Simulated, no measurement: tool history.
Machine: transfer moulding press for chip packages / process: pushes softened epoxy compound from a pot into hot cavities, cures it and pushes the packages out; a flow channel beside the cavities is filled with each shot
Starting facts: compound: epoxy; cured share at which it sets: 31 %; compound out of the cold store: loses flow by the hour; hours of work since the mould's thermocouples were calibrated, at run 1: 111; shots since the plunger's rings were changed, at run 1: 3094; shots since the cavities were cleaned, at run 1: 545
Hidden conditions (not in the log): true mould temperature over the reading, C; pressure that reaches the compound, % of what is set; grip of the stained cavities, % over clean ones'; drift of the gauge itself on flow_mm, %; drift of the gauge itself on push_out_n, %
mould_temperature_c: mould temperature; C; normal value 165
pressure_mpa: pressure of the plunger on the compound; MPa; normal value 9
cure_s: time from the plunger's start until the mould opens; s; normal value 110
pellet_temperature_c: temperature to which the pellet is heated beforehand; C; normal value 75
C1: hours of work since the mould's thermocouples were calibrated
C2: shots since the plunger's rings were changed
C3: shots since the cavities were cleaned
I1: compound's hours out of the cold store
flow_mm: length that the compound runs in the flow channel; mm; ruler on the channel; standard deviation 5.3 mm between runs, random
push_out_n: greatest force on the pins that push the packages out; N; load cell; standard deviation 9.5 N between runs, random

Run 1, day 0: usual settings; C1 111; C2 3094; C3 545; I1 31.2. Result: flow_mm 574 mm, push_out_n 420 N.
Run 2, day 0.667: usual settings but pellet_temperature_c 77 C; C1 124; C2 3296; C3 747; I1 13. Result: flow_mm 638 mm, push_out_n 455 N.
Run 3, day 1.304: usual settings but pellet_temperature_c 77 C; C1 135; C2 3489; C3 940; I1 46.5. Result: flow_mm 511 mm, push_out_n 430 N.
At day 1.979: cavities cleaned with cleaning compound and waxed.
Run 4, day 2.067: usual settings but pellet_temperature_c 77 C; C1 148; C2 3701; C3 28; I1 35. Result: flow_mm 553 mm, push_out_n 432 N.
Run 5, day 3.1: usual settings but mould_temperature_c 162 C; C1 167; C2 4012; C3 339; I1 44.9. Result: flow_mm 532 mm, push_out_n 476 N.
Run 6, day 3.767: usual settings but mould_temperature_c 162 C, pressure_mpa 10.58 MPa; C1 180; C2 4213; C3 540; I1 34.5. Result: flow_mm 605 mm, push_out_n 495 N.
Run 7, day 4.238: usual settings but mould_temperature_c 162 C, pressure_mpa 10.58 MPa; C1 189; C2 4357; C3 684; I1 41.1. Result: flow_mm 586 mm, push_out_n 474 N.
Run 8, day 4.667: usual settings but mould_temperature_c 164 C; C1 197; C2 4486; C3 813; I1 32.1. Result: flow_mm 569 mm, push_out_n 452 N.
Run 9, day 5.308: usual settings; C1 208; C2 4680; C3 1007; I1 10.9. Result: flow_mm 647 mm, push_out_n 450 N.
At day 5.817: cavities cleaned with cleaning compound and waxed.
Run 10, day 5.842: usual settings; C1 217; C2 4822; C3 7; I1 16.4. Result: flow_mm 618 mm, push_out_n 443 N.
Run 11, day 6.738: usual settings; C1 234; C2 5093; C3 278; I1 10.8. Result: flow_mm 648 mm, push_out_n 436 N.
Run 12, day 7.562: usual settings; C1 249; C2 5343; C3 528; I1 39.5. Result: flow_mm 543 mm, push_out_n 432 N.
Run 13, day 8.6: usual settings; C1 268; C2 5656; C3 841; I1 37.9. Result: flow_mm 551 mm, push_out_n 420 N.
Run 14, day 9.442: usual settings; C1 284; C2 5911; C3 1096; I1 11.3. Result: flow_mm 631 mm, push_out_n 435 N.
At day 9.612: cavities cleaned with cleaning compound and waxed.
Run 15, day 10.417: usual settings; C1 301; C2 6186; C3 242; I1 41.7. Result: flow_mm 537 mm, push_out_n 416 N.
At day 10.758: plunger's sealing rings changed.
Run 16, day 11.238: usual settings but mould_temperature_c 170 C, cure_s 95 s; C1 314; C2 145; C3 459; I1 10.7. Result: flow_mm 622 mm, push_out_n 429 N.
Run 17, day 11.921: usual settings but mould_temperature_c 170 C, pressure_mpa 7.19 MPa, cure_s 95 s; C1 327; C2 351; C3 665; I1 17.5. Result: flow_mm 527 mm, push_out_n 437 N.
Run 18, day 12.429: usual settings but mould_temperature_c 170 C, pressure_mpa 7.19 MPa, cure_s 95 s; C1 336; C2 505; C3 819; I1 20.6. Result: flow_mm 527 mm, push_out_n 413 N.
Run 19, day 13.288: usual settings but mould_temperature_c 170 C, pressure_mpa 9.9 MPa, cure_s 117 s; C1 352; C2 764; C3 1078; I1 9.5. Result: flow_mm 666 mm, push_out_n 369 N.
At day 13.525: cavities cleaned with cleaning compound and waxed.
Run 20, day 14.167: usual settings but cure_s 148 s; C1 367; C2 1011; C3 194; I1 38. Result: flow_mm 545 mm, push_out_n 380 N.
Run 21, day 14.788: usual settings but mould_temperature_c 161 C, pressure_mpa 10.31 MPa, cure_s 144 s, pellet_temperature_c 82 C; C1 379; C2 1199; C3 382; I1 22.6. Result: flow_mm 645 mm, push_out_n 400 N.
Run 22, day 15.412: usual settings but pressure_mpa 8.66 MPa, pellet_temperature_c 80 C; C1 390; C2 1388; C3 571; I1 30. Result: flow_mm 552 mm, push_out_n 422 N.
Run 23, day 15.925: usual settings but mould_temperature_c 159 C, pressure_mpa 7.25 MPa; C1 400; C2 1542; C3 725; I1 27.7. Result: flow_mm 538 mm, push_out_n 628 N.
Run 24, day 16.45: usual settings but mould_temperature_c 158 C, pressure_mpa 6.93 MPa, cure_s 128 s, pellet_temperature_c 77 C; C1 409; C2 1702; C3 885; I1 21.5. Result: flow_mm 553 mm, push_out_n 513 N.
Run 25, day 16.896: usual settings but mould_temperature_c 158 C, pressure_mpa 6.93 MPa, cure_s 128 s, pellet_temperature_c 77 C; C1 418; C2 1836; C3 1019; I1 15.7. Result: flow_mm 571 mm, push_out_n 514 N.
At day 17.371: cavities cleaned with cleaning compound and waxed.
Run 26, day 17.838: usual settings but mould_temperature_c 167 C, pressure_mpa 6.93 MPa, cure_s 91 s, pellet_temperature_c 77 C; C1 434; C2 2102; C3 141; I1 24.9. Result: flow_mm 511 mm, push_out_n 504 N.
Run 27, day 18.262: usual settings but mould_temperature_c 163 C, pressure_mpa 8.07 MPa, cure_s 101 s, pellet_temperature_c 79 C; C1 442; C2 2230; C3 269; I1 34.3. Result: flow_mm 527 mm, push_out_n 534 N.
At day 18.592: mould's thermocouples calibrated.
Run 28, day 19.033: usual settings but pressure_mpa 9.72 MPa, pellet_temperature_c 78 C; C1 8; C2 2438; C3 477; I1 21.8. Result: flow_mm 621 mm, push_out_n 424 N.

Below are 5 alternative next runs, each starting from the tool's condition after run 28. Predict each:
Run A, day 19.629: usual settings but mould_temperature_c 164 C, pressure_mpa 9.72 MPa, pellet_temperature_c 78 C; C1 19; C2 2618; C3 657; I1 12.1. Result: flow_mm ?, push_out_n ?.
Run B, day 19.629: usual settings but pressure_mpa 8.78 MPa, pellet_temperature_c 78 C; C1 19; C2 2618; C3 657; I1 20.1. Result: flow_mm ?, push_out_n ?.
Run C, day 19.629: usual settings but pressure_mpa 10.68 MPa, cure_s 143 s, pellet_temperature_c 78 C; C1 19; C2 2618; C3 657; I1 24.5. Result: flow_mm ?, push_out_n ?.
Run D, day 19.629: usual settings but mould_temperature_c 168 C, pressure_mpa 9.72 MPa, pellet_temperature_c 78 C; C1 19; C2 2618; C3 657; I1 27.4. Result: flow_mm ?, push_out_n ?.
Run E, day 19.629: usual settings but pressure_mpa 6.95 MPa; C1 19; C2 2618; C3 657; I1 8.5. Result: flow_mm ?, push_out_n ?.

run  flow_mm  push_out_n
  A      667         466
  B      591         424
  C      643         369
  D      600         403
  E      576         451
With the hidden condition removed and each run's random variation left untouched, the same runs would have given:
run  flow_mm  push_out_n
  A      668         464
  B      592         422
  C      643         367
  D      600         401
  E      576         449
